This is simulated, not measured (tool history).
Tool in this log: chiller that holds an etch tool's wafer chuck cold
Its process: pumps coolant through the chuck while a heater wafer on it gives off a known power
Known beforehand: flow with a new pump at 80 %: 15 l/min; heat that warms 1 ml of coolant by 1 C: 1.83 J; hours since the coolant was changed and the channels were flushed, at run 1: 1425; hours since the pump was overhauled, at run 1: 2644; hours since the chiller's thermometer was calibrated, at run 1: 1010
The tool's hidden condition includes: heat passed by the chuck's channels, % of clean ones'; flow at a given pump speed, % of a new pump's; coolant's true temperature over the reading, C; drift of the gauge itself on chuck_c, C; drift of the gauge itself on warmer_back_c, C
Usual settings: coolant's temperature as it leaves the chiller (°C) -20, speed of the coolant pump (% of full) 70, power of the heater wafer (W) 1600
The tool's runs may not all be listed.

| run | day | coolant's temperature as it leaves the chiller (°C) | speed of the coolant pump (% of full) | power of the heater wafer (W) | hours since the coolant was changed and the channels were flushed | hours since the pump was overhauled | hours since the chiller's thermometer was calibrated | chuck's temperature once it has settled (°C) | how much warmer the coolant comes back (C) |
|---|---|---|---|---|---|---|---|---|---|
| 1 | 0 | -20 | 70 | 1600 | 1425 | 2644 | 1010 | -3 | 4.24 |
| 2 | 2.683 | -20 | 70 | 1600 | 1490 | 2709 | 1075 | -3 | 4.27 |
| 3 | 4.108 | -24 | 70 | 1600 | 1524 | 2743 | 1109 | -6.9 | 4.23 |
| 4 | 6.067 | -24 | 70 | 1600 | 1571 | 2790 | 1156 | -7 | 4.25 |
| 5 | 8.754 | -20 | 70 | 1600 | 1635 | 2855 | 1220 | -2.9 | 4.28 |
| 6 | 10.808 | -20 | 71 | 1600 | 1685 | 2904 | 1270 | -3.1 | 4.18 |
| 7 | 12.792 | -20 | 71 | 1326 | 1732 | 2951 | 1317 | -5.9 | 3.5 |
| 8 | 14.683 | -20 | 71 | 1326 | 1778 | 2997 | 1363 | -6 | 3.46 |
| 9 | 16.462 | -20 | 71 | 1326 | 1820 | 3039 | 1405 | -5.9 | 3.59 |
| 10 | 18.004 | -20 | 70 | 860 | 1857 | 3077 | 1442 | -10.8 | 2.3 |
| 11 | 19.283 | -20 | 76 | 1600 | 1888 | 3107 | 1473 | -3.9 | 3.97 |
| 12 | 21.638 | -20 | 70 | 1600 | 1944 | 3164 | 1530 | -2.8 | 4.33 |
| 13 | 22.808 | -20 | 70 | 1600 | 1973 | 3192 | 1558 | -2.9 | 4.27 |
| 14 | 25.404 | -20 | 70 | 1600 | 2035 | 3254 | 1620 | -2.5 | 4.3 |
| 15 | 26.908 | -18 | 70 | 1600 | 2071 | 3290 | 1656 | -0.8 | 4.31 |
| 16 | 29.021 | -18 | 70 | 1600 | 2122 | 3341 | 1707 | -0.8 | 4.34 |
| 17 | 31.208 | -20 | 83 | 865 | 2174 | 3393 | 1759 | -11.9 | 2 |
| 18 | 33.533 | -13 | 85 | 1771 | 2230 | 3449 | 1815 | 3.4 | 3.95 |
| 19 | 35.408 | -13 | 85 | 1771 | 2275 | 3494 | 1860 | 3.5 | 3.89 |
| 20 | 36.904 | -19 | 85 | 1925 | 2311 | 3530 | 1896 | -1.1 | 4.27 |
| 21 | 39.312 | -16 | 70 | 2065 | 2369 | 3588 | 1954 | 6.6 | 5.6 |
| 22 | 41.988 | -20 | 79 | 1600 | 2433 | 3652 | 2018 | -4 | 3.89 |
| 23 | 43.55 | -20 | 79 | 1600 | 2470 | 3690 | 2055 | -4.1 | 3.81 |
| 24 | 45.679 | -28 | 64 | 842 | 2521 | 3741 | 2107 | -18.2 | 2.44 |
| 25 | 47.217 | -28 | 64 | 842 | 2558 | 3778 | 2143 | -18.2 | 2.5 |
| 26 | 48.962 | -28 | 73 | 842 | 2600 | 3820 | 2185 | -19.1 | 2.21 |
| 27 | 51.262 | -29 | 70 | 1600 | 2656 | 3875 | 2241 | -11.4 | 4.34 |
| 28 | 52.388 | -24 | 70 | 1784 | 2682 | 3902 | 2268 | -4.3 | 4.91 |
| 29 | 53.512 | -28 | 70 | 1793 | 2710 | 3929 | 2295 | -8.2 | 4.89 |
| 30 | 56.162 | -28 | 70 | 1793 | 2773 | 3992 | 2358 | -8.3 | 4.87 |
| 31 | 57.375 | -28 | 70 | 1793 | 2802 | 4021 | 2387 | -8.5 | 4.87 |

Below, some changes in chuck's temperature once it has settled (°C) between adjacent runs. For each, the amount present without the hidden state too (settings, incoming material, random variation) and the amount remaining for the hidden state with gauge scatter not shared by both compared results:
Run 16 -> 17: coolant's temperature as it leaves the chiller (°C) -18 -> -20, speed of the coolant pump (% of full) 70 -> 83, power of the heater wafer (W) 1600 -> 865. chuck's temperature once it has settled (°C) -11.1: hidden state -0.8, all else -10.3.
Run 17 -> 18: coolant's temperature as it leaves the chiller (°C) -20 -> -13, speed of the coolant pump (% of full) 83 -> 85, power of the heater wafer (W) 865 -> 1771. chuck's temperature once it has settled (°C) +15.3: hidden state +0.8, all else +14.5.
Run 23 -> 24: coolant's temperature as it leaves the chiller (°C) -20 -> -28, speed of the coolant pump (% of full) 79 -> 64, power of the heater wafer (W) 1600 -> 842. chuck's temperature once it has settled (°C) -14.1: hidden state -0.6, all else -13.5.
Run 26 -> 27: coolant's temperature as it leaves the chiller (°C) -28 -> -29, speed of the coolant pump (% of full) 73 -> 70, power of the heater wafer (W) 842 -> 1600. chuck's temperature once it has settled (°C) +7.7: hidden state +0.8, all else +6.9.

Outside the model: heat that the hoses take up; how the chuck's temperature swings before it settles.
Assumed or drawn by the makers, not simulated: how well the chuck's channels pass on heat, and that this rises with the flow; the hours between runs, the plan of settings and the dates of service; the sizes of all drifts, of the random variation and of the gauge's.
